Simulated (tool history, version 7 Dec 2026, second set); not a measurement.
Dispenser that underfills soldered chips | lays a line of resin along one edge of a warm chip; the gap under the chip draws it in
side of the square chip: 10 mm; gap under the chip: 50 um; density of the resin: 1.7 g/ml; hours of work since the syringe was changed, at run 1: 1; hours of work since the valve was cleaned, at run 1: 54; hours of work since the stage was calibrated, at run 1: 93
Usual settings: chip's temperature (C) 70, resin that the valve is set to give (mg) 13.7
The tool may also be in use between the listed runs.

run	hour	chip's temperature (C)	resin that the valve is set to give (mg)	hours of work since the syringe was changed	hours of work since the valve was cleaned	hours of work since the stage was calibrated	time until the resin shows at the far edge (s)	resin that the valve gave (mg)
1	0.0	70	13.7	1	54	93	187.7	13.19
# hour 3.4: dispensing valve cleaned and set on the balance
2	3.4	70	13.7	3	0	94	211.0	13.77
3	7.8	70	13.7	6	3	97	261.7	13.61
4	10.2	70	13.7	7	5	99	295.8	13.68
# hour 12.8: new syringe of resin
5	13.1	70	13.7	0	6	101	178.0	13.70
6	15.1	67	13.7	2	8	102	224.5	13.60
7	17.0	67	13.7	3	9	103	251.3	13.66
8	18.9	70	13.7	4	10	105	234.0	13.71
9	23.1	70	13.7	7	13	107	289.6	13.69
10	25.8	84	13.7	9	15	109	182.3	13.64
# hour 26.4: new syringe of resin
11	29.3	84	13.7	2	17	111	108.7	13.57
12	33.3	69	13.7	5	20	114	255.0	13.59
13	35.7	83	13.7	6	21	116	152.5	13.57
14	37.9	55	13.7	8	23	117	596.4	13.55
# hour 40.0: new syringe of resin
15	42.3	70	13.1	2	25	120	195.0	13.01
16	46.0	70	13.7	4	28	122	230.5	13.52
17	47.8	70	13.7	5	29	124	252.8	13.58
18	49.9	70	13.7	7	30	125	274.2	13.56
# hour 53.5: new syringe of resin
19	54.5	70	13.7	1	33	128	179.8	13.47
20	58.0	77	11.8	3	36	130	162.0	11.61
21	62.1	61	17.5	6	38	133	381.8	17.25
22	65.1	79	15.4	8	40	135	200.4	15.10
# hour 67.0: new syringe of resin
23	69.1	80	17.0	1	43	137	124.3	16.64
24	72.0	83	16.7	3	45	139	124.3	16.43
25	74.6	83	16.7	5	47	141	140.8	16.34
26	78.4	57	12.6	8	49	144	540.2	12.30
# hour 80.5: new syringe of resin
27	81.0	60	14.4	0	51	145	286.1	14.04
28	84.1	62	16.5	2	53	147	299.6	16.05
29	86.8	83	13.7	4	54	149	135.4	13.37
# hour 89.5: dispensing valve cleaned and set on the balance
30	91.4	56	14.4	7	1	151	528.4	14.27
# hour 94.9: new syringe of resin
31	94.9	56	14.4	0	3	154	327.4	14.26
32	97.6	75	13.9	2	5	155	156.6	13.89
33	101.9	78	14.3	5	8	158	169.5	14.23
34	105.5	72	12.2	7	11	161	266.6	12.04
# hour 108.6: new syringe of resin
35	108.6	72	12.2	0	12	162	162.5	12.08
36	112.8	64	13.2	3	15	165	279.0	13.00
37	117.0	59	13.1	6	18	168	429.2	13.00

Forecast each of these 3 alternatives for the next run:
A	119.0	59	12.0	7	19	169	?	?
B	119.0	70	13.7	7	19	169	?	?
C	119.0	63	14.1	7	19	169	?	?

run	time until the resin shows at the far edge (s)	resin that the valve gave (mg)
A	477.9	11.80
B	281.9	13.53
C	377.4	13.98
Without the tool's hidden state the same runs would have given:
run	time until the resin shows at the far edge (s)	resin that the valve gave (mg)
A	301.8	11.98
B	178.0	13.74
C	238.5	14.20
